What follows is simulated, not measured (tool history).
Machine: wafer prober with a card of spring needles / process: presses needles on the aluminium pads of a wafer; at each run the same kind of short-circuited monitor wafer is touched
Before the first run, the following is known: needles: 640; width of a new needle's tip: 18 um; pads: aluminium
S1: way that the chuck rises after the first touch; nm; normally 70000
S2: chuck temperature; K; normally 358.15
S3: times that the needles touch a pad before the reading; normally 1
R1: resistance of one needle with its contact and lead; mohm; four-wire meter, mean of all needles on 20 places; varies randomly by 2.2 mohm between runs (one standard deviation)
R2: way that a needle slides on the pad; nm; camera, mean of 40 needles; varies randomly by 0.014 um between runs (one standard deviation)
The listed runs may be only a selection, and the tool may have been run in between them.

{"run": 1, "day": 0.0, "S1": 70000, "S2": 358.15, "S3": 1, "R1": 253, "R2": 12240}
{"day": 0.162, "done": "tips cleaned on abrasive film"}
{"day": 0.571, "done": "tips cleaned on abrasive film"}
{"run": 2, "day": 0.671, "S1": 70000, "S2": 333.15, "S3": 1, "R1": 244, "R2": 12250}
{"day": 0.925, "done": "tips cleaned on abrasive film"}
{"day": 1.321, "done": "tips cleaned on abrasive film"}
{"day": 1.708, "done": "tips cleaned on abrasive film"}
{"run": 3, "day": 1.708, "S1": 70000, "S2": 358.15, "S3": 1, "R1": 249, "R2": 12270}
{"day": 2.129, "done": "tips cleaned on abrasive film"}
{"day": 2.529, "done": "tips cleaned on abrasive film"}
{"run": 4, "day": 2.792, "S1": 67000, "S2": 358.15, "S3": 1, "R1": 254, "R2": 11760}
{"day": 2.879, "done": "tips cleaned on abrasive film"}
{"day": 3.296, "done": "tips cleaned on abrasive film"}
{"day": 3.692, "done": "tips cleaned on abrasive film"}
{"run": 5, "day": 3.767, "S1": 67000, "S2": 358.15, "S3": 1, "R1": 253, "R2": 11730}
{"day": 4.108, "done": "tips cleaned on abrasive film"}
{"day": 4.508, "done": "tips cleaned on abrasive film"}
{"run": 6, "day": 4.596, "S1": 67000, "S2": 358.15, "S3": 1, "R1": 250, "R2": 11730}
{"day": 4.921, "done": "tips cleaned on abrasive film"}
{"day": 5.179, "done": "height of the first contact set anew"}
{"day": 5.354, "done": "tips cleaned on abrasive film"}
{"run": 7, "day": 5.488, "S1": 57000, "S2": 358.15, "S3": 1, "R1": 256, "R2": 10020}
{"day": 5.75, "done": "tips cleaned on abrasive film"}
{"day": 6.138, "done": "tips cleaned on abrasive film"}
{"day": 6.533, "done": "tips cleaned on abrasive film"}
{"day": 6.879, "done": "tips cleaned on abrasive film"}
{"run": 8, "day": 6.912, "S1": 57000, "S2": 358.15, "S3": 1, "R1": 249, "R2": 10030}
{"day": 7.254, "done": "tips cleaned on abrasive film"}
{"day": 7.642, "done": "tips cleaned on abrasive film"}
{"day": 8.067, "done": "tips cleaned on abrasive film"}
{"run": 9, "day": 8.096, "S1": 57000, "S2": 358.15, "S3": 1, "R1": 253, "R2": 10010}
{"day": 8.438, "done": "tips cleaned on abrasive film"}
{"day": 8.862, "done": "tips cleaned on abrasive film"}
{"run": 10, "day": 8.938, "S1": 57000, "S2": 358.15, "S3": 1, "R1": 258, "R2": 10000}
{"day": 9.275, "done": "tips cleaned on abrasive film"}
{"day": 9.679, "done": "tips cleaned on abrasive film"}
{"day": 10.096, "done": "tips cleaned on abrasive film"}
{"run": 11, "day": 10.292, "S1": 57000, "S2": 358.15, "S3": 1, "R1": 252, "R2": 10000}
{"day": 10.517, "done": "tips cleaned on abrasive film"}
{"day": 10.529, "done": "height of the first contact set anew"}
{"day": 10.871, "done": "tips cleaned on abrasive film"}
{"run": 12, "day": 11.0, "S1": 57000, "S2": 358.15, "S3": 1, "R1": 256, "R2": 10020}
{"day": 11.258, "done": "tips cleaned on abrasive film"}
{"day": 11.654, "done": "tips cleaned on abrasive film"}
{"day": 12.071, "done": "tips cleaned on abrasive film"}
{"run": 13, "day": 12.117, "S1": 70000, "S2": 358.15, "S3": 1, "R1": 258, "R2": 12310}
{"day": 12.454, "done": "tips cleaned on abrasive film"}
{"day": 12.858, "done": "tips cleaned on abrasive film"}
{"run": 14, "day": 13.146, "S1": 83000, "S2": 358.15, "S3": 1, "R1": 249, "R2": 14600}
{"day": 13.238, "done": "tips cleaned on abrasive film"}
{"day": 13.642, "done": "tips cleaned on abrasive film"}
{"day": 13.983, "done": "tips cleaned on abrasive film"}
{"run": 15, "day": 14.212, "S1": 83000, "S2": 336.15, "S3": 2, "R1": 243, "R2": 14590}
{"day": 14.383, "done": "tips cleaned on abrasive film"}
{"day": 14.804, "done": "tips cleaned on abrasive film"}
{"run": 16, "day": 14.946, "S1": 83000, "S2": 336.15, "S3": 2, "R1": 242, "R2": 14570}
{"day": 15.196, "done": "tips cleaned on abrasive film"}
{"day": 15.612, "done": "tips cleaned on abrasive film"}
{"day": 15.875, "done": "height of the first contact set anew"}
{"day": 16.042, "done": "tips cleaned on abrasive film"}
{"run": 17, "day": 16.121, "S1": 68000, "S2": 366.15, "S3": 2, "R1": 254, "R2": 11970}
{"day": 16.45, "done": "tips cleaned on abrasive film"}
{"day": 16.858, "done": "tips cleaned on abrasive film"}
{"day": 17.267, "done": "tips cleaned on abrasive film"}
{"run": 18, "day": 17.554, "S1": 68000, "S2": 366.15, "S3": 2, "R1": 252, "R2": 11970}
{"day": 17.646, "done": "tips cleaned on abrasive film"}
{"day": 17.988, "done": "tips cleaned on abrasive film"}
{"day": 18.333, "done": "tips cleaned on abrasive film"}
{"run": 19, "day": 18.442, "S1": 70000, "S2": 310.15, "S3": 2, "R1": 239, "R2": 12320}
{"day": 18.762, "done": "tips cleaned on abrasive film"}
{"run": 20, "day": 19.092, "S1": 53000, "S2": 318.15, "S3": 2, "R1": 243, "R2": 9320}
{"day": 19.154, "done": "tips cleaned on abrasive film"}
{"day": 19.567, "done": "tips cleaned on abrasive film"}
{"day": 19.996, "done": "tips cleaned on abrasive film"}
{"run": 21, "day": 20.083, "S1": 53000, "S2": 311.15, "S3": 1, "R1": 245, "R2": 9360}
{"day": 20.396, "done": "tips cleaned on abrasive film"}
{"day": 20.779, "done": "tips cleaned on abrasive film"}
{"day": 21.121, "done": "tips cleaned on abrasive film"}
{"day": 21.221, "done": "height of the first contact set anew"}
{"run": 22, "day": 21.433, "S1": 53000, "S2": 311.15, "S3": 1, "R1": 240, "R2": 9330}
{"day": 21.521, "done": "tips cleaned on abrasive film"}
{"day": 21.912, "done": "tips cleaned on abrasive film"}
{"day": 22.329, "done": "tips cleaned on abrasive film"}
{"day": 22.708, "done": "tips cleaned on abrasive film"}
{"run": 23, "day": 22.817, "S1": 55000, "S2": 367.15, "S3": 3, "R1": 257, "R2": 9710}
{"day": 23.062, "done": "tips cleaned on abrasive film"}
{"day": 23.479, "done": "tips cleaned on abrasive film"}
{"run": 24, "day": 23.55, "S1": 65000, "S2": 367.15, "S3": 1, "R1": 257, "R2": 11470}
{"day": 23.896, "done": "tips cleaned on abrasive film"}
{"day": 24.317, "done": "tips cleaned on abrasive film"}
{"run": 25, "day": 24.458, "S1": 65000, "S2": 367.15, "S3": 1, "R1": 255, "R2": 11500}
{"day": 24.704, "done": "tips cleaned on abrasive film"}
{"day": 25.117, "done": "tips cleaned on abrasive film"}
{"day": 25.467, "done": "tips cleaned on abrasive film"}
{"run": 26, "day": 25.467, "S1": 77000, "S2": 358.15, "S3": 2, "R1": 252, "R2": 13600}
{"day": 25.862, "done": "tips cleaned on abrasive film"}
{"day": 26.267, "done": "tips cleaned on abrasive film"}
{"day": 26.558, "done": "height of the first contact set anew"}
{"run": 27, "day": 26.558, "S1": 74000, "S2": 358.15, "S3": 1, "R1": 246, "R2": 13090}
{"day": 26.646, "done": "tips cleaned on abrasive film"}
{"day": 27.05, "done": "tips cleaned on abrasive film"}
{"day": 27.467, "done": "tips cleaned on abrasive film"}
{"day": 27.812, "done": "tips cleaned on abrasive film"}
{"run": 28, "day": 27.896, "S1": 60000, "S2": 330.15, "S3": 2, "R1": 246, "R2": 10610}

Results per run with the tool's hidden condition removed, run-to-run variation unchanged:
Unlogged tool condition in this case: debris on the tips, nm; way that the needles fall short of the set height, um; tips' diameter, um; drift of the gauge itself on contact_mohm, %; drift of the gauge itself on scrub_um, %.
run=1 R2=12240
run=2 R2=12250
run=3 R2=12260
run=4 R2=11750
run=5 R2=11720
run=6 R2=11720
run=7 R2=10000
run=8 R2=10010
run=9 R2=9980
run=10 R2=9970
run=11 R2=9960
run=12 R2=9980
run=13 R2=12260
run=14 R2=14540
run=15 R2=14520
run=16 R2=14500
run=17 R2=11900
run=18 R2=11890
run=19 R2=12240
run=20 R2=9260
run=21 R2=9300
run=22 R2=9260
run=23 R2=9630
run=24 R2=11380
run=25 R2=11410
run=26 R2=13480
run=27 R2=12970
run=28 R2=10510
R1: within 2 mohm of the measured result in every run.
